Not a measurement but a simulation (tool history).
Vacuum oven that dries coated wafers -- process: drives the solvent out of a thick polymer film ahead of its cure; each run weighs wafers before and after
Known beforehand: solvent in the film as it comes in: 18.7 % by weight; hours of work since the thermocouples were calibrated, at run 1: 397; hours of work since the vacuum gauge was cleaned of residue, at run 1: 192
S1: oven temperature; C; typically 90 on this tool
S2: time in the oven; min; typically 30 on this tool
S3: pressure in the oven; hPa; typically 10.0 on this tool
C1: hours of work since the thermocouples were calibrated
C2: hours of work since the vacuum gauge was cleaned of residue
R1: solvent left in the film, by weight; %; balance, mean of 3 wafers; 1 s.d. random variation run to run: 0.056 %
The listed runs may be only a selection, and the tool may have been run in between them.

run 1 day=0.000 | S1=90 S2=30 S3=10.0 | C1=397 C2=192 | R1=2.64
run 2 day=0.271 | S1=90 S2=30 S3=7.4 | C1=400 C2=195 | R1=2.50
run 3 day=0.738 | S1=90 S2=30 S3=7.4 | C1=406 C2=201 | R1=2.58
run 4 day=1.242 | S1=90 S2=45 S3=10.0 | C1=412 C2=207 | R1=1.25
run 5 day=1.642 | S1=90 S2=30 S3=10.0 | C1=417 C2=212 | R1=2.53
run 6 day=2.179 | S1=90 S2=39 S3=10.0 | C1=424 C2=218 | R1=1.71
run 7 day=2.596 | S1=90 S2=39 S3=10.0 | C1=429 C2=223 | R1=1.64
run 8 day=3.225 | S1=90 S2=28 S3=10.0 | C1=436 C2=231 | R1=3.00
run 9 day=3.662 | S1=90 S2=28 S3=10.0 | C1=442 C2=236 | R1=2.95
run 10 day=3.979 | S1=90 S2=28 S3=10.0 | C1=445 C2=240 | R1=3.00
run 11 day=4.262 | S1=90 S2=28 S3=10.0 | C1=449 C2=243 | R1=3.01
run 12 day=4.896 | S1=90 S2=30 S3=20.9 | C1=457 C2=251 | R1=3.08
run 13 day=5.429 | S1=90 S2=30 S3=20.9 | C1=463 C2=258 | R1=3.04
run 14 day=5.704 | S1=90 S2=30 S3=20.9 | C1=466 C2=261 | R1=3.05
run 15 day=6.033 | S1=90 S2=30 S3=10.0 | C1=470 C2=265 | R1=2.65
run 16 day=6.317 | S1=90 S2=30 S3=10.0 | C1=474 C2=268 | R1=2.66
run 17 day=6.671 | S1=78 S2=34 S3=5.9 | C1=478 C2=273 | R1=6.53
-- day=6.796 vacuum gauge cleaned of residue and calibrated
run 18 day=7.392 | S1=83 S2=23 S3=6.3 | C1=486 C2=7 | R1=6.59
run 19 day=7.808 | S1=90 S2=30 S3=5.0 | C1=491 C2=12 | R1=2.47
-- day=8.125 vacuum gauge cleaned of residue and calibrated, once more
run 20 day=8.204 | S1=87 S2=30 S3=10.0 | C1=495 C2=1 | R1=3.69
run 21 day=8.783 | S1=87 S2=30 S3=10.0 | C1=502 C2=8 | R1=3.68
run 22 day=9.179 | S1=87 S2=30 S3=10.0 | C1=507 C2=13 | R1=3.68

Predict the results of run 23:
run 23 day=9.617 | S1=87 S2=30 S3=12.0 | C1=512 C2=18 | R1=?

R1: 3.80 %
Were there no unlogged condition in the tool, this run, its random variation unchanged, would have produced R1 3.54 %.

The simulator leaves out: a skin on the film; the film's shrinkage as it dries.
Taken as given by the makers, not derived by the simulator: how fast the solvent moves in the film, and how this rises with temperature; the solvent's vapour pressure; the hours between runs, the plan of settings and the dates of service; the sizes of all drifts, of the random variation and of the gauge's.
